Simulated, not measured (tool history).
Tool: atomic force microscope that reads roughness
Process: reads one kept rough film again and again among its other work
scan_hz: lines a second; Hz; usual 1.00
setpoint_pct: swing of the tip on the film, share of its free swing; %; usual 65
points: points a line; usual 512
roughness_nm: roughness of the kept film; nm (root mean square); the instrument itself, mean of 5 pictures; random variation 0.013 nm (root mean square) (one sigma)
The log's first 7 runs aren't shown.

| run | day | scan_hz | setpoint_pct | points | pictures with this tip | hours of work since the height scale was calibrated | roughness_nm |
|---|---|---|---|---|---|---|---|
| 8 | 4.325 | 1.00 | 65 | 512 | 370 | 467 | 3.139 |
|  | 4.646 | new tip fitted |
| 9 | 5.083 | 1.00 | 65 | 512 | 22 | 479 | 3.165 |
| 10 | 6.104 | 1.00 | 65 | 512 | 73 | 494 | 3.181 |
| 11 | 6.558 | 1.00 | 65 | 512 | 95 | 501 | 3.156 |
| 12 | 7.100 | 2.63 | 65 | 512 | 122 | 510 | 2.952 |
| 13 | 8.071 | 1.00 | 65 | 535 | 170 | 525 | 3.150 |
| 14 | 8.758 | 1.11 | 65 | 512 | 204 | 536 | 3.160 |
| 15 | 9.762 | 1.11 | 65 | 512 | 255 | 551 | 3.165 |
| 16 | 10.533 | 1.11 | 65 | 512 | 293 | 563 | 3.147 |
| 17 | 11.108 | 1.11 | 65 | 512 | 321 | 572 | 3.144 |

Run 18 comes next. What will it give?
| 18 | 11.779 | 1.11 | 65 | 512 | 355 | 583 | ? |

roughness_nm: 3.133 nm (root mean square)
Without the tool's hidden state the same run would have given roughness_nm 3.144 nm (root mean square).
